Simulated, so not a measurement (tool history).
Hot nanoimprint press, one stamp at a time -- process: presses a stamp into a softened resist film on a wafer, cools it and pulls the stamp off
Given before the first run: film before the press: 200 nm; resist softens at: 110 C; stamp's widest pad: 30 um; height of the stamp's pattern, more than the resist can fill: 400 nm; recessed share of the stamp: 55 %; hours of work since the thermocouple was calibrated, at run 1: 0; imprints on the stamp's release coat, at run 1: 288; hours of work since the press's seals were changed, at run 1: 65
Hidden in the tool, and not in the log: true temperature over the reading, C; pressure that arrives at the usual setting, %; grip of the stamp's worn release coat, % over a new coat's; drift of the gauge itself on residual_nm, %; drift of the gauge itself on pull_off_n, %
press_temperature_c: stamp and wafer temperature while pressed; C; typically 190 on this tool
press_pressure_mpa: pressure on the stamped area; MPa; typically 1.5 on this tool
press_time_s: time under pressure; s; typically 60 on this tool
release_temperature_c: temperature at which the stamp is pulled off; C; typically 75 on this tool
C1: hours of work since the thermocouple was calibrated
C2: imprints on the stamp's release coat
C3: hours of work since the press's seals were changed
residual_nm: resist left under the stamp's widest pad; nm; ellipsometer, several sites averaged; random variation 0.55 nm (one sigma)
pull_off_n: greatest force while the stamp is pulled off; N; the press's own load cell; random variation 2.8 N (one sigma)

Run 1, hour 0: usual settings; C1 0; C2 288; C3 65. Result: residual_nm 83 nm, pull_off_n 131 N.
Run 2, hour 55.6: usual settings but press_temperature_c 195 C; C1 38; C2 543; C3 103. Result: residual_nm 68.9 nm, pull_off_n 135 N.
Run 3, hour 107.1: usual settings but press_temperature_c 195 C; C1 73; C2 779; C3 138. Result: residual_nm 68.5 nm, pull_off_n 121 N.
Run 4, hour 198.7: usual settings; C1 136; C2 1200; C3 201. Result: residual_nm 84.1 nm, pull_off_n 130 N.
Run 5, hour 244.2: usual settings; C1 167; C2 1409; C3 232. Result: residual_nm 83.2 nm, pull_off_n 129 N.
Run 6, hour 333.6: usual settings; C1 228; C2 1819; C3 293. Result: residual_nm 83.1 nm, pull_off_n 133 N.
At hour 362.5: stamp cleaned and given a new release coat.
Run 7, hour 437.3: usual settings but press_temperature_c 185 C, press_pressure_mpa 1.55 MPa; C1 294; C2 343; C3 359. Result: residual_nm 99.4 nm, pull_off_n 128 N.
Run 8, hour 531.2: usual settings but press_temperature_c 185 C, press_pressure_mpa 1.55 MPa; C1 358; C2 775; C3 423. Result: residual_nm 98.9 nm, pull_off_n 127 N.
At hour 595.6: plate thermocouple calibrated.
Run 9, hour 603.4: usual settings but press_time_s 76 s; C1 5; C2 1092; C3 470. Result: residual_nm 75.5 nm, pull_off_n 128 N.
Run 10, hour 686.7: usual settings but press_pressure_mpa 1.23 MPa, press_time_s 35 s, release_temperature_c 77 C; C1 62; C2 1475; C3 527. Result: residual_nm 110.3 nm, pull_off_n 128 N.

Predict each of these 4 candidate next runs independently; none follows another, all start after run 10:
Run A, hour 766.9: usual settings but press_temperature_c 199 C, press_time_s 34 s; C1 117; C2 1843; C3 582. Result: residual_nm ?, pull_off_n ?.
Run B, hour 766.9: usual settings but release_temperature_c 74 C; C1 117; C2 1843; C3 582. Result: residual_nm ?, pull_off_n ?.
Run C, hour 766.9: usual settings but press_pressure_mpa 0.92 MPa, press_time_s 102 s; C1 117; C2 1843; C3 582. Result: residual_nm ?, pull_off_n ?.
Run D, hour 766.9: usual settings but press_temperature_c 195 C, press_pressure_mpa 1.23 MPa, press_time_s 106 s, release_temperature_c 70 C; C1 117; C2 1843; C3 582. Result: residual_nm ?, pull_off_n ?.

run  residual_nm  pull_off_n
  A         72.6         126
  B         82.9         133
  C         89.6         130
  D         62.9         136
Take away the tool's hidden state, keep each run's random variation, and the runs would have read:
run  residual_nm  pull_off_n
  A         72.6         124
  B           83         132
  C         89.6         128
  D         62.9         134
